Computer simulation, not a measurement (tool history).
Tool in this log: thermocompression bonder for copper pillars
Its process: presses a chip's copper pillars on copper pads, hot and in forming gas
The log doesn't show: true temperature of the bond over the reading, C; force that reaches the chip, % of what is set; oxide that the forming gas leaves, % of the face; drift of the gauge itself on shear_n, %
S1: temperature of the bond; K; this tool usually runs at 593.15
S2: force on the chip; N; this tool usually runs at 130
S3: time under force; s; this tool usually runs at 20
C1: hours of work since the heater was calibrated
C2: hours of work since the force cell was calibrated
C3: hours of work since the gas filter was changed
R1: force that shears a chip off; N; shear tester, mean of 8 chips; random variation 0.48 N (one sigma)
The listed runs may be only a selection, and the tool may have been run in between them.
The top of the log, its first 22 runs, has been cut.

| run | hour | S1 | S2 | S3 | C1 | C2 | C3 | R1 |
|---|---|---|---|---|---|---|---|---|
|  | 301.0 | heater calibrated with a thermocouple chip |
| 23 | 314.5 | 598.15 | 130 | 21 | 7 | 600 | 10 | 59.7 |
| 24 | 333.2 | 616.15 | 130 | 16 | 16 | 609 | 20 | 65.9 |
|  | 338.7 | heater calibrated with a thermocouple chip, once more |
| 25 | 352.0 | 616.15 | 130 | 16 | 7 | 617 | 28 | 63.6 |
| 26 | 364.8 | 595.15 | 131 | 24 | 13 | 623 | 34 | 56.6 |
| 27 | 383.5 | 593.15 | 87 | 20 | 22 | 633 | 43 | 39.8 |
| 28 | 395.1 | 593.15 | 87 | 20 | 28 | 638 | 49 | 41.2 |
| 29 | 404.9 | 593.15 | 105 | 42 | 33 | 643 | 54 | 60.2 |
| 30 | 425.8 | 613.15 | 168 | 20 | 43 | 653 | 64 | 74.5 |
| 31 | 445.7 | 613.15 | 168 | 20 | 53 | 663 | 74 | 73.9 |
| 32 | 458.7 | 589.15 | 168 | 20 | 59 | 669 | 80 | 56.1 |
| 33 | 470.9 | 574.15 | 130 | 28 | 65 | 675 | 86 | 44.9 |
| 34 | 482.4 | 565.15 | 130 | 10 | 71 | 681 | 92 | 24.2 |
| 35 | 499.9 | 614.15 | 130 | 20 | 79 | 690 | 100 | 63.1 |
| 36 | 510.5 | 614.15 | 153 | 15 | 84 | 695 | 106 | 63.1 |
| 37 | 524.8 | 620.15 | 139 | 19 | 91 | 702 | 113 | 68.9 |
| 38 | 543.2 | 593.15 | 130 | 13 | 100 | 711 | 122 | 41.4 |
|  | 559.0 | forming gas filter changed |
| 39 | 561.4 | 605.15 | 114 | 11 | 109 | 720 | 1 | 45.5 |
| 40 | 578.0 | 605.15 | 114 | 11 | 117 | 728 | 9 | 45.9 |

Each row is a separate what-if for the run after 40, all from the same tool condition, not one after another. Results?
| A | 588.4 | 609.15 | 78 | 41 | 122 | 733 | 14 | ? |
| B | 588.4 | 609.15 | 120 | 24 | 122 | 733 | 14 | ? |
| C | 588.4 | 613.15 | 134 | 35 | 122 | 733 | 14 | ? |

| run | R1 |
|---|---|
| A | 64.5 |
| B | 66.4 |
| C | 83.5 |
Without the tool's unlogged condition, the same runs would have read:
| run | R1 |
|---|---|
| A | 66.6 |
| B | 68.5 |
| C | 85.9 |
